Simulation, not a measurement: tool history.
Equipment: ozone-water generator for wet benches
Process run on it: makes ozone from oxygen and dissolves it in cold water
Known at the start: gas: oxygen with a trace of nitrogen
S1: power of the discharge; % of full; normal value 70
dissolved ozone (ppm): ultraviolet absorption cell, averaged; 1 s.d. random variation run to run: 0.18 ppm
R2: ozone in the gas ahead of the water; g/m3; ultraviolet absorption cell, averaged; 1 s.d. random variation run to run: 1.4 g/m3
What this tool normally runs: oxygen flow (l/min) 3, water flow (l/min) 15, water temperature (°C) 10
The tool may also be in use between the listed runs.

Run 1, hour 0: usual settings. Result: dissolved ozone (ppm) 24.3, R2 237 g/m3.
Run 2, hour 83.2: usual settings. Result: dissolved ozone (ppm) 24.4, R2 237.1 g/m3.
Run 3, hour 202: usual settings. Result: dissolved ozone (ppm) 24, R2 237.6 g/m3.
Run 4, hour 377.5: usual settings. Result: dissolved ozone (ppm) 24.1, R2 237.2 g/m3.
Run 5, hour 489: usual settings. Result: dissolved ozone (ppm) 23.9, R2 238.3 g/m3.
Run 6, hour 663.1: usual settings. Result: dissolved ozone (ppm) 24.1, R2 235.1 g/m3.
Run 7, hour 771.5: usual settings. Result: dissolved ozone (ppm) 23.8, R2 232.2 g/m3.
Run 8, hour 862.5: usual settings but S1 73 % of full. Result: dissolved ozone (ppm) 24.5, R2 241 g/m3.
Run 9, hour 982.1: usual settings but S1 73 % of full. Result: dissolved ozone (ppm) 24.8, R2 239.9 g/m3.
At hour 998.7: contactor cleaned.
Run 10, hour 1096.7: usual settings but S1 73 % of full. Result: dissolved ozone (ppm) 24.6, R2 242 g/m3.
Run 11, hour 1233.2: usual settings but S1 73 % of full. Result: dissolved ozone (ppm) 24.4, R2 242.2 g/m3.
At hour 1268.1: contactor cleaned, once more.
Run 12, hour 1390: usual settings. Result: dissolved ozone (ppm) 24, R2 234.1 g/m3.
Run 13, hour 1555.3: usual settings but water flow (l/min) 10. Result: dissolved ozone (ppm) 32.5, R2 232.7 g/m3.
Run 14, hour 1652.8: usual settings but water flow (l/min) 10. Result: dissolved ozone (ppm) 32.2, R2 235.4 g/m3.
Run 15, hour 1823.3: usual settings but water flow (l/min) 10. Result: dissolved ozone (ppm) 31.6, R2 230.8 g/m3.
Run 16, hour 1934.8: usual settings but water flow (l/min) 10. Result: dissolved ozone (ppm) 32.1, R2 230 g/m3.
Run 17, hour 2084.2: usual settings but water flow (l/min) 10. Result: dissolved ozone (ppm) 32.1, R2 230 g/m3.
Run 18, hour 2259.3: usual settings but water flow (l/min) 10. Result: dissolved ozone (ppm) 31.8, R2 231.4 g/m3.
Run 19, hour 2375.5: usual settings but water flow (l/min) 10. Result: dissolved ozone (ppm) 31.9, R2 229.8 g/m3.
Run 20, hour 2556: usual settings but S1 75 % of full, oxygen flow (l/min) 3.03, water flow (l/min) 14, water temperature (°C) 6. Result: dissolved ozone (ppm) 27.5, R2 239.4 g/m3.
Run 21, hour 2664.4: usual settings but water flow (l/min) 11, water temperature (°C) 9. Result: dissolved ozone (ppm) 29.8, R2 228.1 g/m3.
Run 22, hour 2846.6: usual settings but water flow (l/min) 11, water temperature (°C) 9. Result: dissolved ozone (ppm) 30, R2 228.4 g/m3.
Run 23, hour 2991.5: usual settings but water flow (l/min) 11. Result: dissolved ozone (ppm) 29.4, R2 228.7 g/m3.
Run 24, hour 3105.5: usual settings but S1 63 % of full, oxygen flow (l/min) 1.61, water flow (l/min) 14, water temperature (°C) 14. Result: dissolved ozone (ppm) 18.3, R2 271.4 g/m3.
Run 25, hour 3197.1: usual settings but S1 42 % of full, water flow (l/min) 16. Result: dissolved ozone (ppm) 14.5, R2 149 g/m3.
Run 26, hour 3333.4: usual settings but water flow (l/min) 16, water temperature (°C) 5. Result: dissolved ozone (ppm) 22.8, R2 226 g/m3.
Run 27, hour 3428.6: usual settings but water flow (l/min) 16, water temperature (°C) 5. Result: dissolved ozone (ppm) 22.7, R2 227.7 g/m3.
Run 28, hour 3619.2: usual settings but S1 94 % of full, water flow (l/min) 16, water temperature (°C) 5. Result: dissolved ozone (ppm) 28.6, R2 288.3 g/m3.
Run 29, hour 3734.1: usual settings but S1 94 % of full, water flow (l/min) 16, water temperature (°C) 5. Result: dissolved ozone (ppm) 28.7, R2 281 g/m3.
At hour 3803.6: water thermometer calibrated.
Run 30, hour 3872.9: usual settings but oxygen flow (l/min) 3.58, water temperature (°C) 9. Result: dissolved ozone (ppm) 24.1, R2 210.1 g/m3.
Run 31, hour 4049: usual settings but S1 99 % of full, oxygen flow (l/min) 1.53, water flow (l/min) 14. Result: dissolved ozone (ppm) 26, R2 397.8 g/m3.
Run 32, hour 4204.8: usual settings but oxygen flow (l/min) 1.99. Result: dissolved ozone (ppm) 20.3, R2 263.3 g/m3.
Run 33, hour 4355.8: usual settings but oxygen flow (l/min) 2.38, water flow (l/min) 22. Result: dissolved ozone (ppm) 15, R2 246 g/m3.

4 ways to go on from here, each from the tool as it stands after run 33. What would each give?
Run A, hour 4437: usual settings but oxygen flow (l/min) 5.37, water flow (l/min) 9, water temperature (°C) 16. Result: dissolved ozone (ppm) ?, R2 ?.
Run B, hour 4437: usual settings but oxygen flow (l/min) 2.38, water flow (l/min) 10. Result: dissolved ozone (ppm) ?, R2 ?.
Run C, hour 4437: usual settings but S1 68 % of full, water flow (l/min) 20, water temperature (°C) 11. Result: dissolved ozone (ppm) ?, R2 ?.
Run D, hour 4437: usual settings but oxygen flow (l/min) 2.38, water flow (l/min) 22. Result: dissolved ozone (ppm) ?, R2 ?.

run  dissolved ozone (ppm)     R2
  A                   30.1  174.4
  B                   29.4  244.1
  C                   17.1  219.6
  D                     15  248.6
Take away the tool's hidden state, keep each run's random variation, and the runs would have read:
run  dissolved ozone (ppm)     R2
  A                   34.5  197.7
  B                   33.7  276.7
  C                   19.6  248.1
  D                   17.2  281.9

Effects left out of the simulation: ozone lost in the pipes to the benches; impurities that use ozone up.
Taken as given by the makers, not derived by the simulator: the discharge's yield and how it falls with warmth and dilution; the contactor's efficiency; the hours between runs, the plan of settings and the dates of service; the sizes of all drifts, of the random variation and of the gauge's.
